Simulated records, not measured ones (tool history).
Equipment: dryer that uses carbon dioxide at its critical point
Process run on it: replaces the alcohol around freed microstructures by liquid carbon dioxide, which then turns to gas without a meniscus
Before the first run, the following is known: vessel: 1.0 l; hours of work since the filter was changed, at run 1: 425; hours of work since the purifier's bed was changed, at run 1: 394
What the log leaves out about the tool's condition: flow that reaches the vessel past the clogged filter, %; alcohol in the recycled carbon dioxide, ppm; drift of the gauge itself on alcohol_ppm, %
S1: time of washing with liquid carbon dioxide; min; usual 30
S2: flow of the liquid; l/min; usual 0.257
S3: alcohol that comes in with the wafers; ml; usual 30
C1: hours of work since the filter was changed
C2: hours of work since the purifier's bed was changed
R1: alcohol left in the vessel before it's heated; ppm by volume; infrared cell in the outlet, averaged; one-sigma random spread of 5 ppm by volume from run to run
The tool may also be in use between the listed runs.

run 1 hour=0.0 | S1=30 S2=0.257 S3=30 | C1=425 C2=394 | R1=255
run 2 hour=14.2 | S1=30 S2=0.257 S3=30 | C1=435 C2=404 | R1=274
run 3 hour=25.6 | S1=30 S2=0.257 S3=22 | C1=443 C2=412 | R1=261
run 4 hour=34.1 | S1=30 S2=0.257 S3=22 | C1=449 C2=418 | R1=261
run 5 hour=42.2 | S1=30 S2=0.257 S3=22 | C1=455 C2=424 | R1=277
run 6 hour=52.9 | S1=30 S2=0.257 S3=22 | C1=462 C2=432 | R1=269
run 7 hour=64.1 | S1=30 S2=0.257 S3=22 | C1=470 C2=440 | R1=278
run 8 hour=80.3 | S1=30 S2=0.155 S3=22 | C1=482 C2=451 | R1=806
run 9 hour=94.9 | S1=22 S2=0.257 S3=30 | C1=492 C2=461 | R1=564
run 10 hour=105.4 | S1=22 S2=0.257 S3=30 | C1=499 C2=469 | R1=556
run 11 hour=114.7 | S1=30 S2=0.257 S3=71 | C1=506 C2=475 | R1=379
-- hour=119.6 inlet filter changed
run 12 hour=131.8 | S1=30 S2=0.257 S3=30 | C1=9 C2=487 | R1=283
run 13 hour=140.2 | S1=30 S2=0.257 S3=30 | C1=15 C2=493 | R1=294
run 14 hour=152.4 | S1=30 S2=0.257 S3=30 | C1=23 C2=501 | R1=294
run 15 hour=160.5 | S1=30 S2=0.257 S3=102 | C1=29 C2=507 | R1=338
run 16 hour=167.5 | S1=30 S2=0.257 S3=102 | C1=34 C2=512 | R1=344
run 17 hour=175.3 | S1=30 S2=0.257 S3=69 | C1=39 C2=518 | R1=330
run 18 hour=187.4 | S1=30 S2=0.257 S3=115 | C1=48 C2=526 | R1=363
run 19 hour=199.8 | S1=30 S2=0.257 S3=115 | C1=57 C2=535 | R1=377
run 20 hour=211.3 | S1=30 S2=0.257 S3=30 | C1=65 C2=543 | R1=315
-- hour=219.8 purifier's bed changed
run 21 hour=227.1 | S1=30 S2=0.257 S3=30 | C1=74 C2=5 | R1=31
run 22 hour=239.9 | S1=30 S2=0.257 S3=30 | C1=83 C2=14 | R1=33
run 23 hour=253.6 | S1=30 S2=0.257 S3=30 | C1=93 C2=24 | R1=43
run 24 hour=265.9 | S1=30 S2=0.257 S3=30 | C1=101 C2=33 | R1=46
run 25 hour=273.5 | S1=23 S2=0.275 S3=30 | C1=107 C2=38 | R1=121
run 26 hour=284.9 | S1=27 S2=0.319 S3=45 | C1=115 C2=46 | R1=48
run 27 hour=294.7 | S1=33 S2=0.412 S3=51 | C1=122 C2=53 | R1=28
run 28 hour=304.0 | S1=33 S2=0.412 S3=51 | C1=128 C2=60 | R1=34
run 29 hour=320.6 | S1=33 S2=0.412 S3=51 | C1=140 C2=71 | R1=46
run 30 hour=331.4 | S1=33 S2=0.412 S3=51 | C1=148 C2=79 | R1=51
run 31 hour=339.2 | S1=47 S2=0.285 S3=22 | C1=153 C2=85 | R1=54
run 32 hour=348.9 | S1=30 S2=0.351 S3=61 | C1=160 C2=91 | R1=58
run 33 hour=357.0 | S1=30 S2=0.351 S3=61 | C1=166 C2=97 | R1=69
run 34 hour=365.1 | S1=19 S2=0.278 S3=30 | C1=172 C2=103 | R1=323
run 35 hour=376.8 | S1=19 S2=0.278 S3=30 | C1=180 C2=111 | R1=327
run 36 hour=389.7 | S1=19 S2=0.278 S3=30 | C1=189 C2=120 | R1=336
run 37 hour=403.7 | S1=19 S2=0.278 S3=30 | C1=199 C2=130 | R1=352
run 38 hour=415.5 | S1=20 S2=0.221 S3=103 | C1=207 C2=139 | R1=2137
run 39 hour=424.5 | S1=20 S2=0.221 S3=103 | C1=214 C2=145 | R1=2204
run 40 hour=434.3 | S1=30 S2=0.257 S3=32 | C1=221 C2=152 | R1=118
run 41 hour=443.4 | S1=21 S2=0.257 S3=27 | C1=227 C2=158 | R1=333
run 42 hour=451.2 | S1=30 S2=0.257 S3=120 | C1=233 C2=164 | R1=227
run 43 hour=463.2 | S1=30 S2=0.257 S3=120 | C1=241 C2=172 | R1=234
run 44 hour=474.9 | S1=30 S2=0.257 S3=120 | C1=249 C2=181 | R1=232
run 45 hour=485.3 | S1=30 S2=0.257 S3=120 | C1=257 C2=188 | R1=254
run 46 hour=499.4 | S1=23 S2=0.222 S3=25 | C1=267 C2=198 | R1=416
run 47 hour=510.0 | S1=30 S2=0.364 S3=21 | C1=274 C2=206 | R1=115

Alternative continuations, all from the tool just after run 47; predict every row:
run A hour=526.6 | S1=36 S2=0.303 S3=43 | C1=286 C2=217 | R1=?
run B hour=526.6 | S1=30 S2=0.217 S3=112 | C1=286 C2=217 | R1=?
run C hour=526.6 | S1=32 S2=0.257 S3=56 | C1=286 C2=217 | R1=?
run D hour=526.6 | S1=48 S2=0.226 S3=81 | C1=286 C2=217 | R1=?

run=A R1=137
run=B R1=543
run=C R1=162
run=D R1=132
Take away the tool's hidden state, keep each run's random variation, and the runs would have read:
run=A R1=16
run=B R1=240
run=C R1=20
run=D R1=8

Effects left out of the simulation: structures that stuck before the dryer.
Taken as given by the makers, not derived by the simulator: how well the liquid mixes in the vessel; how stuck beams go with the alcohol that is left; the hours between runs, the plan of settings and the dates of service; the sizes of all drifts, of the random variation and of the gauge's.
